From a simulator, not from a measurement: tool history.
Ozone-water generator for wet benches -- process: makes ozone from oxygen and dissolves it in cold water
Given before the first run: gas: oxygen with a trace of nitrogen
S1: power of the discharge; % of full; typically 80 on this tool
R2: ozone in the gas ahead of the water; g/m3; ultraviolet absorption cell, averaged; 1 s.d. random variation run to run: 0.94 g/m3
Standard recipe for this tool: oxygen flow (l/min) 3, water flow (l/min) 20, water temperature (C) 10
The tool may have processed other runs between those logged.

run 1 day=0 | S1=80 oxygen_flow_(l/min)=3 water_flow_(l/min)=20 water_temperature_(C)=10 | dissolved_ozone_(ppm)=12.2 R2=159.9
run 2 day=4.321 | S1=80 oxygen_flow_(l/min)=3 water_flow_(l/min)=20 water_temperature_(C)=10 | dissolved_ozone_(ppm)=12.1 R2=161.2
run 3 day=8.583 | S1=80 oxygen_flow_(l/min)=3 water_flow_(l/min)=20 water_temperature_(C)=10 | dissolved_ozone_(ppm)=12.1 R2=161.2
run 4 day=12.367 | S1=80 oxygen_flow_(l/min)=3 water_flow_(l/min)=20 water_temperature_(C)=10 | dissolved_ozone_(ppm)=12.3 R2=159.1
run 5 day=18.454 | S1=80 oxygen_flow_(l/min)=3 water_flow_(l/min)=20 water_temperature_(C)=10 | dissolved_ozone_(ppm)=12.1 R2=158.4
run 6 day=25.592 | S1=80 oxygen_flow_(l/min)=3 water_flow_(l/min)=20 water_temperature_(C)=10 | dissolved_ozone_(ppm)=12.2 R2=159
-- day=31.954 water thermometer calibrated
run 7 day=33.096 | S1=80 oxygen_flow_(l/min)=3 water_flow_(l/min)=20 water_temperature_(C)=10 | dissolved_ozone_(ppm)=12.1 R2=160.3
run 8 day=36.462 | S1=80 oxygen_flow_(l/min)=3.03 water_flow_(l/min)=20 water_temperature_(C)=10 | dissolved_ozone_(ppm)=12.2 R2=160.2
run 9 day=40.95 | S1=80 oxygen_flow_(l/min)=3.03 water_flow_(l/min)=20 water_temperature_(C)=10 | dissolved_ozone_(ppm)=12 R2=159.7
run 10 day=45.017 | S1=64 oxygen_flow_(l/min)=3 water_flow_(l/min)=20 water_temperature_(C)=10 | dissolved_ozone_(ppm)=10 R2=132
-- day=46.854 contactor cleaned
run 11 day=50.879 | S1=64 oxygen_flow_(l/min)=3 water_flow_(l/min)=20 water_temperature_(C)=10 | dissolved_ozone_(ppm)=10.2 R2=134.1
run 12 day=54.454 | S1=80 oxygen_flow_(l/min)=3 water_flow_(l/min)=20 water_temperature_(C)=10 | dissolved_ozone_(ppm)=11.9 R2=160.2
run 13 day=60.729 | S1=80 oxygen_flow_(l/min)=3 water_flow_(l/min)=20 water_temperature_(C)=10 | dissolved_ozone_(ppm)=12.2 R2=160
run 14 day=64.446 | S1=80 oxygen_flow_(l/min)=3 water_flow_(l/min)=20 water_temperature_(C)=10 | dissolved_ozone_(ppm)=12.4 R2=160.4
run 15 day=71.483 | S1=80 oxygen_flow_(l/min)=3 water_flow_(l/min)=20 water_temperature_(C)=10 | dissolved_ozone_(ppm)=12.1 R2=159.3
run 16 day=76.725 | S1=70 oxygen_flow_(l/min)=3.36 water_flow_(l/min)=20 water_temperature_(C)=10 | dissolved_ozone_(ppm)=11.4 R2=136.4
run 17 day=83.625 | S1=40 oxygen_flow_(l/min)=3.44 water_flow_(l/min)=20 water_temperature_(C)=10 | dissolved_ozone_(ppm)=7.2 R2=85.3
run 18 day=90.958 | S1=95 oxygen_flow_(l/min)=2.27 water_flow_(l/min)=28 water_temperature_(C)=10 | dissolved_ozone_(ppm)=8.4 R2=205.2
run 19 day=95.696 | S1=80 oxygen_flow_(l/min)=4.59 water_flow_(l/min)=20 water_temperature_(C)=7 | dissolved_ozone_(ppm)=14.2 R2=135
run 20 day=100.567 | S1=86 oxygen_flow_(l/min)=3 water_flow_(l/min)=24 water_temperature_(C)=17 | dissolved_ozone_(ppm)=9.9 R2=168.4
run 21 day=107.696 | S1=60 oxygen_flow_(l/min)=3 water_flow_(l/min)=20 water_temperature_(C)=10 | dissolved_ozone_(ppm)=9.6 R2=125.3
run 22 day=115.554 | S1=60 oxygen_flow_(l/min)=3 water_flow_(l/min)=20 water_temperature_(C)=10 | dissolved_ozone_(ppm)=9.6 R2=128
run 23 day=122.471 | S1=60 oxygen_flow_(l/min)=3 water_flow_(l/min)=20 water_temperature_(C)=10 | dissolved_ozone_(ppm)=9.6 R2=126.8
run 24 day=129.775 | S1=93 oxygen_flow_(l/min)=3.13 water_flow_(l/min)=19 water_temperature_(C)=6 | dissolved_ozone_(ppm)=15.4 R2=177.5
run 25 day=134.279 | S1=80 oxygen_flow_(l/min)=2.64 water_flow_(l/min)=16 water_temperature_(C)=10 | dissolved_ozone_(ppm)=14.8 R2=168.3
run 26 day=140.229 | S1=80 oxygen_flow_(l/min)=2.64 water_flow_(l/min)=16 water_temperature_(C)=10 | dissolved_ozone_(ppm)=14.7 R2=170.8
run 27 day=145.517 | S1=80 oxygen_flow_(l/min)=2.64 water_flow_(l/min)=16 water_temperature_(C)=10 | dissolved_ozone_(ppm)=14.7 R2=167.7
run 28 day=151.458 | S1=90 oxygen_flow_(l/min)=2.96 water_flow_(l/min)=18 water_temperature_(C)=18 | dissolved_ozone_(ppm)=13.7 R2=177

Each row is a separate what-if for the run after 28, all from the same tool condition, not one after another. Results?
run A day=155.158 | S1=80 oxygen_flow_(l/min)=1.53 water_flow_(l/min)=31 water_temperature_(C)=17 | dissolved_ozone_(ppm)=? R2=?
run B day=155.158 | S1=80 oxygen_flow_(l/min)=5.05 water_flow_(l/min)=20 water_temperature_(C)=17 | dissolved_ozone_(ppm)=? R2=?
run C day=155.158 | S1=90 oxygen_flow_(l/min)=2.96 water_flow_(l/min)=28 water_temperature_(C)=14 | dissolved_ozone_(ppm)=? R2=?

run=A dissolved_ozone_(ppm)=5.3 R2=210.8
run=B dissolved_ozone_(ppm)=12.6 R2=129.6
run=C dissolved_ozone_(ppm)=8.7 R2=176.2
With the hidden condition removed and each run's random variation left untouched, the same runs would have given:
run=A dissolved_ozone_(ppm)=5.3 R2=210.9
run=B dissolved_ozone_(ppm)=12.6 R2=129.7
run=C dissolved_ozone_(ppm)=8.8 R2=176.3
